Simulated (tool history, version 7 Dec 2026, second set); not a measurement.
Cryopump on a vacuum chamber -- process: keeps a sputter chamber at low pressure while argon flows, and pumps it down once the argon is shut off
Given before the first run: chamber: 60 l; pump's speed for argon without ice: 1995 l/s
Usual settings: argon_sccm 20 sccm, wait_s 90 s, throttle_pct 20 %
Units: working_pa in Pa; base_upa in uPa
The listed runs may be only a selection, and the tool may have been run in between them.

run,hour,argon_sccm,wait_s,throttle_pct,working_pa,base_upa
1,0.0,20,90,20,0.0868,1.03
2,14.1,36,90,20,0.1561,1.03
3,21.6,36,90,20,0.1550,1.00
4,36.2,36,90,20,0.1547,0.99
5,51.1,36,90,20,0.1547,1.03
6,60.6,36,90,20,0.1552,1.01
7,69.4,36,90,20,0.1556,1.01
8,77.5,36,90,20,0.1532,1.00
9,89.2,20,90,20,0.0863,1.01
10,97.1,20,90,20,0.0860,1.01
11,110.3,16,90,34,0.0409,0.99
12,125.4,20,90,41,0.0429,1.02
13,134.6,20,90,41,0.0426,1.04
14,142.6,11,181,26,0.0369,0.86
15,155.7,18,190,25,0.0629,0.86
16,168.5,18,190,25,0.0626,0.90
17,178.7,38,45,20,0.1633,1.27

Consider 5 possible next runs. They are alternatives, not a sequence: every one starts from the tool as it was left by run 17. What does each give?
A,187.4,16,26,20,?,?
B,187.4,38,265,20,?,?
C,187.4,25,236,44,?,?
D,187.4,38,177,20,?,?
E,187.4,32,45,20,?,?

run,working_pa,base_upa
A,0.0691,1.73
B,0.1646,0.83
C,0.0489,0.89
D,0.1654,0.86
E,0.1388,1.28
Had the tool no hidden state, the same runs would have come out as:
run,working_pa,base_upa
A,0.0679,1.10
B,0.1617,0.21
C,0.0470,0.26
D,0.1624,0.26
E,0.1363,0.66
